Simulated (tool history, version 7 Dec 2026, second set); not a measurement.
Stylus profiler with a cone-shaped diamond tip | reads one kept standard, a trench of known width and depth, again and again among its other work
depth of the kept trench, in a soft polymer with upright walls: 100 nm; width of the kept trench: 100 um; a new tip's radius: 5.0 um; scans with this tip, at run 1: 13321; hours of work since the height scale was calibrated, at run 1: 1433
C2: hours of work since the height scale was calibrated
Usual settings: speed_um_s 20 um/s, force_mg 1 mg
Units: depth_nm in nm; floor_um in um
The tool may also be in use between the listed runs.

run 1 hour=0 | speed_um_s=20 force_mg=1 | scans_with_this_tip=13321 C2=1433 | depth_nm=101.15 floor_um=96.43
run 2 hour=52.5 | speed_um_s=33 force_mg=1 | scans_with_this_tip=13623 C2=1466 | depth_nm=101.17 floor_um=96.23
run 3 hour=93.8 | speed_um_s=33 force_mg=1 | scans_with_this_tip=13860 C2=1491 | depth_nm=101.07 floor_um=96.28
run 4 hour=135.6 | speed_um_s=33 force_mg=1 | scans_with_this_tip=14100 C2=1517 | depth_nm=101.23 floor_um=96.29
run 5 hour=175.6 | speed_um_s=33 force_mg=1 | scans_with_this_tip=14330 C2=1542 | depth_nm=101.1 floor_um=96.23
run 6 hour=207.6 | speed_um_s=20 force_mg=1.26 | scans_with_this_tip=14514 C2=1562 | depth_nm=101.27 floor_um=96.33
run 7 hour=262.5 | speed_um_s=20 force_mg=1.26 | scans_with_this_tip=14829 C2=1596 | depth_nm=101.32 floor_um=96.36
run 8 hour=315.7 | speed_um_s=20 force_mg=0.97 | scans_with_this_tip=15135 C2=1628 | depth_nm=101.14 floor_um=96.32
run 9 hour=342.2 | speed_um_s=20 force_mg=0.97 | scans_with_this_tip=15287 C2=1645 | depth_nm=101.12 floor_um=96.3
run 10 hour=393.8 | speed_um_s=20 force_mg=0.97 | scans_with_this_tip=15583 C2=1677 | depth_nm=101.14 floor_um=96.25
run 11 hour=426.2 | speed_um_s=46 force_mg=0.83 | scans_with_this_tip=15769 C2=1697 | depth_nm=101.15 floor_um=95.98
run 12 hour=470.5 | speed_um_s=9 force_mg=0.6 | scans_with_this_tip=16023 C2=1724 | depth_nm=100.93 floor_um=96.32
-- hour=483.9 new tip fitted, height scale calibrated
run 13 hour=526.1 | speed_um_s=22 force_mg=1.8 | scans_with_this_tip=242 C2=26 | depth_nm=101.11 floor_um=97.91
run 14 hour=549 | speed_um_s=11 force_mg=2.1 | scans_with_this_tip=374 C2=40 | depth_nm=101.23 floor_um=97.83
run 15 hour=589.3 | speed_um_s=10 force_mg=0.37 | scans_with_this_tip=605 C2=65 | depth_nm=100.31 floor_um=97.73
run 16 hour=642.4 | speed_um_s=10 force_mg=0.37 | scans_with_this_tip=911 C2=98 | depth_nm=100.26 floor_um=97.69
run 17 hour=672 | speed_um_s=59 force_mg=0.57 | scans_with_this_tip=1080 C2=116 | depth_nm=100.6 floor_um=97.16
run 18 hour=712.4 | speed_um_s=12 force_mg=0.85 | scans_with_this_tip=1313 C2=141 | depth_nm=100.56 floor_um=97.71
run 19 hour=760.1 | speed_um_s=22 force_mg=2.03 | scans_with_this_tip=1586 C2=171 | depth_nm=101.26 floor_um=97.67

Forecast run 20:
run 20 hour=811 | speed_um_s=27 force_mg=0.83 | scans_with_this_tip=1878 C2=202 | depth_nm=? floor_um=?

{"run 20": {"depth_nm": 100.62, "floor_um": 97.47}}
Without the tool's hidden state the same run would have given depth_nm 100.58 nm, floor_um 97.72 um.

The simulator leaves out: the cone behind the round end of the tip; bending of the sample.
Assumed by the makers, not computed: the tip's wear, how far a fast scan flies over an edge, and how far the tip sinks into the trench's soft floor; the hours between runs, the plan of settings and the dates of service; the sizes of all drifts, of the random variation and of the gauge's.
